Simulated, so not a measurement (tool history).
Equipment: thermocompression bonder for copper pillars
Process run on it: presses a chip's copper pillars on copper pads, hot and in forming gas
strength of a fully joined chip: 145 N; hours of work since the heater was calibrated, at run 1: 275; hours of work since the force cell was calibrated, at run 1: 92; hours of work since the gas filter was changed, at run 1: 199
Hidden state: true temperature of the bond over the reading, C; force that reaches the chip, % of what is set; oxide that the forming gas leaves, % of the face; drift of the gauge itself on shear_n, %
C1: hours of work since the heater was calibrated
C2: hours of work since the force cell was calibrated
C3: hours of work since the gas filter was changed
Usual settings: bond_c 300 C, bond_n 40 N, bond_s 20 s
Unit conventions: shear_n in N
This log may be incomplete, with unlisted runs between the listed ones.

run 1 hour=0 | bond_c=300 bond_n=40 bond_s=20 | C1=275 C2=92 C3=199 | shear_n=64.9
run 2 hour=14.8 | bond_c=300 bond_n=40 bond_s=47 | C1=283 C2=101 C3=207 | shear_n=83.7
run 3 hour=38.1 | bond_c=300 bond_n=40 bond_s=47 | C1=296 C2=114 C3=221 | shear_n=83.8
run 4 hour=50.4 | bond_c=300 bond_n=40 bond_s=47 | C1=303 C2=121 C3=227 | shear_n=82.3
run 5 hour=61 | bond_c=300 bond_n=40 bond_s=20 | C1=309 C2=127 C3=233 | shear_n=62.3
run 6 hour=83.7 | bond_c=300 bond_n=40 bond_s=20 | C1=322 C2=139 C3=246 | shear_n=63.2
run 7 hour=100.9 | bond_c=300 bond_n=40 bond_s=20 | C1=332 C2=149 C3=256 | shear_n=62.1
run 8 hour=114.9 | bond_c=300 bond_n=40 bond_s=54 | C1=340 C2=157 C3=264 | shear_n=85.2
run 9 hour=134 | bond_c=300 bond_n=40 bond_s=54 | C1=350 C2=168 C3=275 | shear_n=86.4
run 10 hour=154.1 | bond_c=300 bond_n=40 bond_s=54 | C1=362 C2=179 C3=286 | shear_n=85.4
run 11 hour=169.6 | bond_c=281 bond_n=40 bond_s=54 | C1=371 C2=188 C3=295 | shear_n=75.2

Expected results for the next run?
run 12 hour=186.4 | bond_c=320 bond_n=40 bond_s=25 | C1=380 C2=197 C3=304 | shear_n=?

shear_n: 75.6 N
Were there no unlogged condition in the tool, this run, its random variation unchanged, would have produced shear_n 79.6 N.
